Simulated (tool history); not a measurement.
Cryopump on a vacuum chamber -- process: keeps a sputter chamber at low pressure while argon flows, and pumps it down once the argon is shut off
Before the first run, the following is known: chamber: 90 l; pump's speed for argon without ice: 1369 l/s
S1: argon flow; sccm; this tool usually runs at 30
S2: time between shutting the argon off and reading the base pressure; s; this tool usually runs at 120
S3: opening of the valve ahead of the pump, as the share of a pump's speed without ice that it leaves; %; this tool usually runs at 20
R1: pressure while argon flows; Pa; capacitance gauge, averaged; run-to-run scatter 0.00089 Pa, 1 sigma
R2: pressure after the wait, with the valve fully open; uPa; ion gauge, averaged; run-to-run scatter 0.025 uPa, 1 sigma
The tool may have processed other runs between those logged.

run   hour  S1   S2  S3      R1    R2
  1    0.0  30  120  20  0.2016  2.17
  2    7.5  30  120  20  0.2021  2.17
  3   24.3  30  120  20  0.2025  2.22
  4   37.2  30  120  20  0.2027  2.25
  5   47.3  30  120  20  0.2031  2.21
      51.1  -- leaking fittings of the chamber tightened, without venting
  6   61.0  30   20  20  0.2036  5.35
  7   68.3  30  130  20  0.2040  1.10
      81.4  -- pump warmed up, emptied and cooled again
  8   84.6  30  120  20  0.1864  1.05
  9  100.0  30  120  20  0.1857  1.09
 10  111.4  23  120  20  0.1427  1.07
 11  129.0  23  120  20  0.1442  1.11
 12  144.8  23  120  20  0.1442  1.08
 13  155.1  34  120  20  0.2115  1.09
 14  163.0  34  120  20  0.2128  1.07
 15  172.5  21  120  17  0.1531  1.10
 16  182.3  30   79  37  0.1015  1.49
 17  195.9  15   34  15  0.1250  3.16
 18  213.2  30  120  17  0.2223  1.10
 19  220.9  21  223  34  0.0784  0.78
 20  231.9  34   47  31  0.1403  2.37
 21  242.1  34   47  31  0.1414  2.38
 22  252.8  34   47  31  0.1410  2.39
 23  265.1  30   28  20  0.1902  3.81
 24  279.8  17   28  24  0.0908  3.81
 25  287.2  17   28  24  0.0911  3.77
 26  299.1  17   28  24  0.0916  3.83
 27  316.3  30  213  28  0.1387  0.85
 28  332.7  37   35  50  0.1003  3.04

Forecast each of these 3 alternatives for the next run:
  A  349.8  33  120  40   ?   ?
  B  349.8  37   35  19   ?   ?
  C  349.8  30   78  20   ?   ?

run      R1    R2
  A  0.1116  1.18
  B  0.2496  3.11
  C  0.1932  1.59
Without the tool's hidden state the same runs would have given:
run      R1    R2
  A  0.1026  1.03
  B  0.2397  2.96
  C  0.1851  1.44

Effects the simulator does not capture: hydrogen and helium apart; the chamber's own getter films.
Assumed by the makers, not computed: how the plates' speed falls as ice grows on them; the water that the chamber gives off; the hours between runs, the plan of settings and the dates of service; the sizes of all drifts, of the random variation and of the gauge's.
